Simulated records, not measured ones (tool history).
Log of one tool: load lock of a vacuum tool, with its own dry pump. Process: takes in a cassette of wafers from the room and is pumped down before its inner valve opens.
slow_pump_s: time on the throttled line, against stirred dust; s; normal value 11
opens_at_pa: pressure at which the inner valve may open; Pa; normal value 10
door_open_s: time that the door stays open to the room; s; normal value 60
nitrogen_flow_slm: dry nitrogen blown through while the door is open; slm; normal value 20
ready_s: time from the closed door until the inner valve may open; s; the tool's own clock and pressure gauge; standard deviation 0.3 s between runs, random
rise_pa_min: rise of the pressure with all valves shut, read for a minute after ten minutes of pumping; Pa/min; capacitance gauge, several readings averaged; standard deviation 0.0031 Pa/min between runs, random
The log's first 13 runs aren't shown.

| run | hour | slow_pump_s | opens_at_pa | door_open_s | nitrogen_flow_slm | incoming humidity of the room's air, % | ready_s | rise_pa_min |
|---|---|---|---|---|---|---|---|---|
| 14 | 3163.6 | 11 | 10 | 60 | 20 | 43.5 | 36.4 | 0.098 |
| 15 | 3403.5 | 11 | 10 | 60 | 20 | 45.7 | 37.2 | 0.106 |
| 16 | 3769.5 | 16 | 10 | 60 | 20 | 46.8 | 40.5 | 0.106 |
| 17 | 3949.8 | 16 | 10 | 60 | 20 | 45.8 | 40.0 | 0.104 |
| 18 | 4150.8 | 16 | 10 | 60 | 20 | 46.6 | 40.8 | 0.113 |
| 19 | 4523.9 | 11 | 10 | 60 | 20 | 44.8 | 37.8 | 0.107 |
|  | 4562.3 | dry pump taken out, an overhauled one fitted |
| 20 | 4696.9 | 11 | 10 | 60 | 20 | 44.4 | 31.3 | 0.109 |
| 21 | 5027.4 | 11 | 10 | 60 | 20 | 46.6 | 31.8 | 0.116 |
| 22 | 5186.8 | 15 | 10 | 60 | 20 | 41.9 | 34.6 | 0.110 |
| 23 | 5420.6 | 11 | 16 | 60 | 5 | 42.8 | 30.4 | 0.140 |
| 24 | 5732.5 | 11 | 18 | 46 | 20 | 46.9 | 30.5 | 0.117 |
| 25 | 5889.1 | 11 | 18 | 46 | 20 | 44.3 | 30.8 | 0.114 |
| 26 | 6066.5 | 7 | 10 | 193 | 20 | 44.8 | 29.5 | 0.171 |
| 27 | 6305.4 | 19 | 15 | 93 | 34 | 45.8 | 36.5 | 0.130 |
| 28 | 6482.3 | 6 | 15 | 61 | 5 | 44.0 | 27.8 | 0.152 |
| 29 | 6786.5 | 11 | 10 | 60 | 16 | 45.8 | 32.3 | 0.139 |
| 30 | 7006.9 | 11 | 10 | 60 | 16 | 47.1 | 32.2 | 0.145 |
| 31 | 7373.4 | 11 | 10 | 60 | 16 | 45.1 | 32.6 | 0.141 |
| 32 | 7602.3 | 12 | 9 | 60 | 42 | 49.1 | 33.1 | 0.121 |
| 33 | 7956.5 | 16 | 10 | 60 | 20 | 44.7 | 35.8 | 0.140 |
| 34 | 8191.4 | 11 | 10 | 60 | 24 | 43.1 | 32.9 | 0.143 |
| 35 | 8427.6 | 11 | 10 | 60 | 24 | 47.9 | 33.1 | 0.143 |
| 36 | 8595.1 | 11 | 10 | 55 | 17 | 45.9 | 33.6 | 0.153 |
| 37 | 8853.5 | 21 | 10 | 70 | 20 | 47.2 | 40.6 | 0.162 |

Consider 4 possible next runs. They are alternatives, not a sequence: every one starts from the tool as it was left by run 37. What does each give?
| A | 9047.8 | 7 | 14 | 125 | 20 | 44.1 | ? | ? |
| B | 9047.8 | 21 | 10 | 75 | 20 | 45.7 | ? | ? |
| C | 9047.8 | 11 | 12 | 80 | 20 | 45.3 | ? | ? |
| D | 9047.8 | 21 | 20 | 56 | 20 | 43.9 | ? | ? |

| run | ready_s | rise_pa_min |
|---|---|---|
| A | 30.3 | 0.173 |
| B | 40.1 | 0.163 |
| C | 33.2 | 0.153 |
| D | 38.4 | 0.151 |
What these runs would have given with no unlogged condition in the tool:
| run | ready_s | rise_pa_min |
|---|---|---|
| A | 28.3 | 0.083 |
| B | 38.4 | 0.072 |
| C | 31.3 | 0.063 |
| D | 36.9 | 0.061 |
